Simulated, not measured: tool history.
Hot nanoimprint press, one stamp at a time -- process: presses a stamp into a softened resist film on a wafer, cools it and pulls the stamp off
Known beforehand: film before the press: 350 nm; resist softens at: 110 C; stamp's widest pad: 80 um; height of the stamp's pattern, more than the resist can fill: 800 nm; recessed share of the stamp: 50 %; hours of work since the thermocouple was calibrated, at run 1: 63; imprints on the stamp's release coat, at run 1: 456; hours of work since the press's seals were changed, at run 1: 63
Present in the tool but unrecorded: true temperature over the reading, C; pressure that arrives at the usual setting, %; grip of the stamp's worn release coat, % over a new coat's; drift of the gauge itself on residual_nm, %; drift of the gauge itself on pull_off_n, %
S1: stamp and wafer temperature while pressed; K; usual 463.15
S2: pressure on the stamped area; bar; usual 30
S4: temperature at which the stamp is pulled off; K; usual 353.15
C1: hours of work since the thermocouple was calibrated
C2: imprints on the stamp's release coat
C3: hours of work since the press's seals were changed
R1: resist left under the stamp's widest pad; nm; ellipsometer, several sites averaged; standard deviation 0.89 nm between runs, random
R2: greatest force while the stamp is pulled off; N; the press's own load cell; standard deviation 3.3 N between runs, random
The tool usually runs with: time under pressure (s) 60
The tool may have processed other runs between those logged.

run 1 hour=0 | S1=463.15 S2=30 time_under_pressure_(s)=60 S4=353.15 | C1=63 C2=456 C3=63 | R1=133.7 R2=159
run 2 hour=30.5 | S1=463.15 S2=30 time_under_pressure_(s)=60 S4=353.15 | C1=83 C2=526 C3=83 | R1=131.2 R2=160
run 3 hour=68.1 | S1=463.15 S2=30 time_under_pressure_(s)=60 S4=353.15 | C1=107 C2=612 C3=107 | R1=131 R2=168
run 4 hour=87.9 | S1=463.15 S2=30 time_under_pressure_(s)=60 S4=353.15 | C1=120 C2=657 C3=120 | R1=130.1 R2=171
run 5 hour=103.8 | S1=463.15 S2=30 time_under_pressure_(s)=60 S4=343.15 | C1=131 C2=694 C3=131 | R1=128.3 R2=209
run 6 hour=123.5 | S1=463.15 S2=30 time_under_pressure_(s)=60 S4=343.15 | C1=143 C2=739 C3=143 | R1=128.8 R2=210
run 7 hour=138.9 | S1=465.15 S2=30 time_under_pressure_(s)=60 S4=343.15 | C1=153 C2=774 C3=153 | R1=118.8 R2=206
run 8 hour=164.4 | S1=463.15 S2=33.7 time_under_pressure_(s)=60 S4=353.15 | C1=170 C2=833 C3=170 | R1=121.2 R2=170
run 9 hour=191.4 | S1=455.15 S2=33.7 time_under_pressure_(s)=60 S4=353.15 | C1=188 C2=895 C3=188 | R1=176.4 R2=173
run 10 hour=228.7 | S1=463.15 S2=35 time_under_pressure_(s)=60 S4=353.15 | C1=212 C2=981 C3=212 | R1=119 R2=175
run 11 hour=265.6 | S1=463.15 S2=33.8 time_under_pressure_(s)=71 S4=360.15 | C1=236 C2=1065 C3=236 | R1=112.3 R2=148
-- hour=288.3 stamp cleaned and given a new release coat
run 12 hour=303.7 | S1=457.15 S2=38.8 time_under_pressure_(s)=64 S4=354.15 | C1=257 C2=35 C3=257 | R1=144.1 R2=151
run 13 hour=329.3 | S1=469.15 S2=30.2 time_under_pressure_(s)=83 S4=353.15 | C1=273 C2=94 C3=273 | R1=86.4 R2=159
run 14 hour=351.6 | S1=471.15 S2=19.3 time_under_pressure_(s)=83 S4=342.15 | C1=288 C2=145 C3=288 | R1=103.9 R2=189
run 15 hour=371.3 | S1=475.15 S2=42 time_under_pressure_(s)=36 S4=360.15 | C1=301 C2=190 C3=301 | R1=76 R2=139
run 16 hour=406.2 | S1=475.15 S2=42 time_under_pressure_(s)=36 S4=360.15 | C1=323 C2=270 C3=323 | R1=75.2 R2=128
run 17 hour=432.4 | S1=475.15 S2=42 time_under_pressure_(s)=36 S4=360.15 | C1=340 C2=330 C3=340 | R1=76.1 R2=133
run 18 hour=457.2 | S1=475.15 S2=42 time_under_pressure_(s)=36 S4=347.15 | C1=357 C2=387 C3=357 | R1=75.2 R2=175
-- hour=471.2 plate thermocouple calibrated
run 19 hour=476.4 | S1=473.15 S2=42.8 time_under_pressure_(s)=32 S4=347.15 | C1=3 C2=424 C3=367 | R1=87.3 R2=183

For each entry between runs, how does the tool's hidden state at the last listed run before it compare with that at the first listed run after it?
Runs 11 to 12: stamp cleaned and given a new release coat (hour 288.3)
  true temperature over the reading, C: 0.87 -> 0.94; pressure that arrives at the usual setting, %: 98.48 -> 98.37; grip of the stamp's worn release coat, % over a new coat's: 15 -> 0.5
  what was measured, less what the result would be without the hidden state, R1: -3.5 -> -4.7 nm; R2: +17 -> -2 N
Runs 18 to 19: plate thermocouple calibrated (hour 471.2)
  true temperature over the reading, C: 1.28 -> 0.13; pressure that arrives at the usual setting, %: 97.83 -> 97.77; grip of the stamp's worn release coat, % over a new coat's: 5.4 -> 5.9
  what was measured, less what the result would be without the hidden state, R1: -2.5 -> +1.2 nm; R2: +5 -> +10 N

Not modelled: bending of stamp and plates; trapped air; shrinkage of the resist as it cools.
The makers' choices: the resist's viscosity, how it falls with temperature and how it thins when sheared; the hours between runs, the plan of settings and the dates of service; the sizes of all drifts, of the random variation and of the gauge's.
